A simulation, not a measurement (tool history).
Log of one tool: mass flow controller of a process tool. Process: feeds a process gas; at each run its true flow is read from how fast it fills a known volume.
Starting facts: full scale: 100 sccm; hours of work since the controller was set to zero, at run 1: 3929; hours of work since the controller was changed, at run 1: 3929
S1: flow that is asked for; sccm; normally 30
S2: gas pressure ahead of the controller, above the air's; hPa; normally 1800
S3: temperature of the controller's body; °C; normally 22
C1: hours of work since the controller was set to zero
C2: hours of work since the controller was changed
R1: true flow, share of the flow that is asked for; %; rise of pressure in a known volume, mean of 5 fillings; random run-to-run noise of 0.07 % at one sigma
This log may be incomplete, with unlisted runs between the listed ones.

| run | hour | S1 | S2 | S3 | C1 | C2 | R1 |
|---|---|---|---|---|---|---|---|
| 1 | 0 | 30 | 1800 | 22 | 3929 | 3929 | 98.3 |
| 2 | 258.5 | 30 | 1800 | 22 | 4035 | 4035 | 98.15 |
| 3 | 509.3 | 30 | 1800 | 22 | 4137 | 4137 | 98.3 |
| 4 | 623.8 | 30 | 1800 | 22 | 4184 | 4184 | 98.31 |
| 5 | 796.3 | 30 | 1800 | 22 | 4255 | 4255 | 98.33 |
| 6 | 1042 | 30 | 1800 | 22 | 4356 | 4356 | 98.25 |
| 7 | 1170 | 30 | 1800 | 22 | 4408 | 4408 | 98.29 |
| 8 | 1372.6 | 30 | 1800 | 22 | 4491 | 4491 | 98.27 |
|  | 1598.3 | controller's zero set anew |
| 9 | 1599.6 | 30 | 1800 | 22 | 1 | 4584 | 98.43 |
| 10 | 1849 | 30 | 1800 | 22 | 103 | 4687 | 98.2 |
| 11 | 2025.9 | 30 | 1800 | 22 | 175 | 4759 | 98.26 |
| 12 | 2226 | 30 | 1800 | 22 | 257 | 4841 | 98.27 |
| 13 | 2349.3 | 30 | 1800 | 22 | 308 | 4892 | 98.24 |
| 14 | 2619.5 | 30 | 1800 | 22 | 419 | 5003 | 98.32 |
| 15 | 2804.8 | 30 | 1800 | 22 | 495 | 5079 | 98.44 |
| 16 | 3073.8 | 30 | 1800 | 22 | 605 | 5189 | 98.33 |
| 17 | 3247 | 30 | 1800 | 21 | 676 | 5260 | 98.22 |
| 18 | 3428 | 30 | 1800 | 32 | 750 | 5334 | 98.59 |
| 19 | 3697 | 67 | 1800 | 22 | 861 | 5444 | 99.26 |
| 20 | 3829.9 | 67 | 1800 | 22 | 915 | 5499 | 99.12 |
| 21 | 3973.9 | 67 | 1800 | 22 | 974 | 5558 | 99.07 |
| 22 | 4103.8 | 30 | 1800 | 21 | 1027 | 5611 | 98.26 |
| 23 | 4306.2 | 73 | 2600 | 27 | 1110 | 5694 | 99.13 |
| 24 | 4576.7 | 73 | 2600 | 27 | 1221 | 5805 | 99.1 |
| 25 | 4820.3 | 30 | 1810 | 22 | 1321 | 5905 | 98.3 |
| 26 | 4940.9 | 14 | 2760 | 30 | 1371 | 5954 | 97.66 |
| 27 | 5186.5 | 30 | 2070 | 40 | 1471 | 6055 | 98.77 |
| 28 | 5421.5 | 30 | 1440 | 21 | 1568 | 6152 | 98.37 |
| 29 | 5614.6 | 86 | 2180 | 23 | 1647 | 6231 | 99.52 |
| 30 | 5762 | 86 | 1760 | 23 | 1707 | 6291 | 99.79 |
| 31 | 5932.1 | 20 | 1800 | 26 | 1777 | 6361 | 98.16 |
| 32 | 6131.5 | 50 | 1470 | 28 | 1859 | 6443 | 99.12 |
| 33 | 6320.7 | 45 | 1800 | 27 | 1937 | 6520 | 98.78 |
| 34 | 6537.7 | 12 | 1930 | 37 | 2025 | 6609 | 98.09 |
| 35 | 6759.3 | 12 | 1930 | 37 | 2116 | 6700 | 98.17 |
| 36 | 6998.6 | 30 | 1710 | 34 | 2215 | 6798 | 98.68 |
| 37 | 7119.9 | 30 | 1610 | 39 | 2264 | 6848 | 98.85 |
| 38 | 7260.8 | 62 | 1800 | 21 | 2322 | 6906 | 99.04 |
| 39 | 7491.8 | 62 | 1800 | 21 | 2417 | 7001 | 99.12 |
| 40 | 7757.9 | 55 | 1800 | 22 | 2526 | 7110 | 98.94 |
| 41 | 7942.4 | 30 | 2610 | 35 | 2602 | 7185 | 98.44 |
| 42 | 8135.7 | 30 | 2610 | 35 | 2681 | 7265 | 98.42 |
| 43 | 8255.5 | 16 | 2010 | 38 | 2730 | 7314 | 98.24 |
| 44 | 8430 | 16 | 1460 | 34 | 2801 | 7385 | 98.38 |

Forecast each of these 4 alternatives for the next run:
| A | 8575.4 | 37 | 1460 | 37 | 2861 | 7445 | ? |
| B | 8575.4 | 87 | 2780 | 34 | 2861 | 7445 | ? |
| C | 8575.4 | 30 | 2200 | 39 | 2861 | 7445 | ? |
| D | 8575.4 | 89 | 2120 | 32 | 2861 | 7445 | ? |

| run | R1 |
|---|---|
| A | 98.87 |
| B | 99.65 |
| C | 98.64 |
| D | 99.91 |
With the hidden condition removed and each run's random variation left untouched, the same runs would have given:
| run | R1 |
|---|---|
| A | 98.87 |
| B | 99.64 |
| C | 98.65 |
| D | 99.9 |
